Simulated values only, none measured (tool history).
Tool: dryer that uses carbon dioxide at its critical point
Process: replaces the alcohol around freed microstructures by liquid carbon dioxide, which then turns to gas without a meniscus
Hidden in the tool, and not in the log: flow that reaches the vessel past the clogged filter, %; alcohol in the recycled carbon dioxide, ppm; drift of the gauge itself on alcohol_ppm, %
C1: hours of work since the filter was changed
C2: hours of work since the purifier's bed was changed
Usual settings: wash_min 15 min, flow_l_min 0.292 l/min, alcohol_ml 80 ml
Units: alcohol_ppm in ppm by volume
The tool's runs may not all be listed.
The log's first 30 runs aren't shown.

run 31 day=40.192 | wash_min=9 flow_l_min=0.307 alcohol_ml=41 | C1=174 C2=679 | alcohol_ppm=2069
run 32 day=41.233 | wash_min=21 flow_l_min=0.188 alcohol_ml=93 | C1=183 C2=689 | alcohol_ppm=1074
run 33 day=42.329 | wash_min=15 flow_l_min=0.188 alcohol_ml=93 | C1=193 C2=698 | alcohol_ppm=4641
run 34 day=43.875 | wash_min=15 flow_l_min=0.247 alcohol_ml=106 | C1=206 C2=711 | alcohol_ppm=1719
run 35 day=45.583 | wash_min=16 flow_l_min=0.369 alcohol_ml=80 | C1=221 C2=726 | alcohol_ppm=169
run 36 day=47.162 | wash_min=16 flow_l_min=0.369 alcohol_ml=80 | C1=235 C2=740 | alcohol_ppm=160
run 37 day=48.354 | wash_min=17 flow_l_min=0.265 alcohol_ml=80 | C1=245 C2=751 | alcohol_ppm=564
run 38 day=49.483 | wash_min=10 flow_l_min=0.265 alcohol_ml=80 | C1=255 C2=760 | alcohol_ppm=5379

5 ways to go on from here, each from the tool as it stands after run 38. What would each give?
run A day=50.654 | wash_min=18 flow_l_min=0.292 alcohol_ml=80 | C1=265 C2=771 | alcohol_ppm=?
run B day=50.654 | wash_min=15 flow_l_min=0.292 alcohol_ml=30 | C1=265 C2=771 | alcohol_ppm=?
run C day=50.654 | wash_min=10 flow_l_min=0.474 alcohol_ml=80 | C1=265 C2=771 | alcohol_ppm=?
run D day=50.654 | wash_min=15 flow_l_min=0.253 alcohol_ml=80 | C1=265 C2=771 | alcohol_ppm=?
run E day=50.654 | wash_min=15 flow_l_min=0.292 alcohol_ml=36 | C1=265 C2=771 | alcohol_ppm=?

run=A alcohol_ppm=295
run=B alcohol_ppm=320
run=C alcohol_ppm=464
run=D alcohol_ppm=1391
run=E alcohol_ppm=371
Without the tool's hidden state the same runs would have given:
run=A alcohol_ppm=79
run=B alcohol_ppm=104
run=C alcohol_ppm=153
run=D alcohol_ppm=631
run=E alcohol_ppm=121

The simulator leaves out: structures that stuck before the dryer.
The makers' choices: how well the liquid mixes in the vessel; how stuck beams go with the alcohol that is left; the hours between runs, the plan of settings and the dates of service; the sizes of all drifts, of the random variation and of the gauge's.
